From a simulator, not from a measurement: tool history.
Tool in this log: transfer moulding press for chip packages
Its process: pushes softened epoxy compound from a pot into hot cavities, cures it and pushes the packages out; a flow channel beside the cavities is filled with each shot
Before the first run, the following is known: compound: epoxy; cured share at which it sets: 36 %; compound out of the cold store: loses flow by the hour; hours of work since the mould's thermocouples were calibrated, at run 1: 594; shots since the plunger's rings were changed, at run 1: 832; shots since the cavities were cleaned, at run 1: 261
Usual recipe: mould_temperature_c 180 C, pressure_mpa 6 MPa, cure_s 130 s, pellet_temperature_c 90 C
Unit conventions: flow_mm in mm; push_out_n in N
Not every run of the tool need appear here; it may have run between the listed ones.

| run | hour | mould_temperature_c | pressure_mpa | cure_s | pellet_temperature_c | hours of work since the mould's thermocouples were calibrated | shots since the plunger's rings were changed | shots since the cavities were cleaned | incoming compound's hours out of the cold store | flow_mm | push_out_n |
|---|---|---|---|---|---|---|---|---|---|---|---|
| 1 | 0 | 180 | 6 | 130 | 90 | 594 | 832 | 261 | 37.6 | 644 | 772 |
|  | 50.7 | cavities cleaned with cleaning compound and waxed |
| 2 | 50.8 | 180 | 6 | 130 | 86 | 617 | 1160 | 1 | 34.5 | 664 | 533 |
| 3 | 84.6 | 180 | 6 | 130 | 90 | 633 | 1384 | 225 | 33.4 | 661 | 728 |
|  | 138.7 | cavities cleaned with cleaning compound and waxed |
| 4 | 139.3 | 180 | 6 | 130 | 90 | 658 | 1738 | 5 | 17.2 | 717 | 564 |
| 5 | 192.5 | 180 | 6 | 130 | 90 | 683 | 2091 | 358 | 39.7 | 622 | 816 |
|  | 229 | cavities cleaned with cleaning compound and waxed |
| 6 | 229 | 180 | 6 | 130 | 90 | 699 | 2324 | 0 | 17.3 | 710 | 540 |
| 7 | 275.4 | 180 | 6 | 130 | 90 | 721 | 2632 | 308 | 26.4 | 669 | 802 |
|  | 297.8 | mould's thermocouples calibrated |
|  | 319.9 | cavities cleaned with cleaning compound and waxed |
| 8 | 327.1 | 180 | 6 | 130 | 90 | 13 | 2952 | 48 | 39.3 | 621 | 565 |
| 9 | 369 | 180 | 5.08 | 130 | 90 | 33 | 3231 | 327 | 31 | 601 | 846 |
|  | 407.6 | cavities cleaned with cleaning compound and waxed |
| 10 | 407.6 | 180 | 5.08 | 150 | 90 | 50 | 3477 | 0 | 28.4 | 612 | 454 |
| 11 | 439.6 | 180 | 5.52 | 130 | 90 | 65 | 3690 | 213 | 31.2 | 623 | 746 |
| 12 | 481.8 | 180 | 5.52 | 130 | 90 | 85 | 3970 | 493 | 25.2 | 639 | 911 |
|  | 499.4 | cavities cleaned with cleaning compound and waxed |
| 13 | 510.8 | 180 | 5.52 | 130 | 90 | 97 | 4153 | 76 | 21 | 651 | 614 |
|  | 517.3 | mould's thermocouples calibrated, once more |
| 14 | 548.6 | 180 | 6 | 116 | 90 | 15 | 4391 | 314 | 9.5 | 715 | 932 |
| 15 | 583.5 | 174 | 6 | 130 | 84 | 31 | 4623 | 546 | 38.5 | 623 | 1136 |
|  | 590.1 | cavities cleaned with cleaning compound and waxed |
| 16 | 637.9 | 175 | 5.02 | 130 | 90 | 56 | 4975 | 318 | 10.9 | 663 | 1075 |
| 17 | 661.4 | 175 | 5.02 | 169 | 90 | 67 | 5131 | 474 | 17.1 | 644 | 795 |
|  | 682.2 | cavities cleaned with cleaning compound and waxed |
| 18 | 704.5 | 175 | 5.02 | 169 | 90 | 86 | 5407 | 148 | 30.8 | 590 | 606 |
| 19 | 753.7 | 175 | 5.33 | 131 | 90 | 109 | 5735 | 476 | 26.4 | 614 | 1100 |
|  | 772.3 | cavities cleaned with cleaning compound and waxed |
|  | 794.1 | plunger's sealing rings changed |
| 20 | 804.7 | 175 | 5.33 | 131 | 90 | 131 | 71 | 199 | 24.6 | 669 | 899 |
| 21 | 852.1 | 174 | 5.07 | 131 | 100 | 153 | 385 | 513 | 40.7 | 602 | 1032 |
|  | 863.1 | cavities cleaned with cleaning compound and waxed |
| 22 | 888.9 | 174 | 5.64 | 129 | 100 | 170 | 621 | 172 | 23.7 | 692 | 921 |
| 23 | 930.8 | 188 | 6.65 | 129 | 96 | 189 | 899 | 450 | 13.8 | 760 | 732 |
|  | 953.7 | cavities cleaned with cleaning compound and waxed |
| 24 | 965.2 | 180 | 6.65 | 112 | 96 | 205 | 1117 | 76 | 30.5 | 693 | 713 |

The next listed run, before its measurement:
| 25 | 1012.6 | 172 | 5.56 | 130 | 86 | 227 | 1432 | 391 | 11.8 | ? | ? |

flow_mm: 740 mm
push_out_n: 1381 N
Minus the tool's unlogged condition, the same run would have read flow_mm 756 mm, push_out_n 815 N.
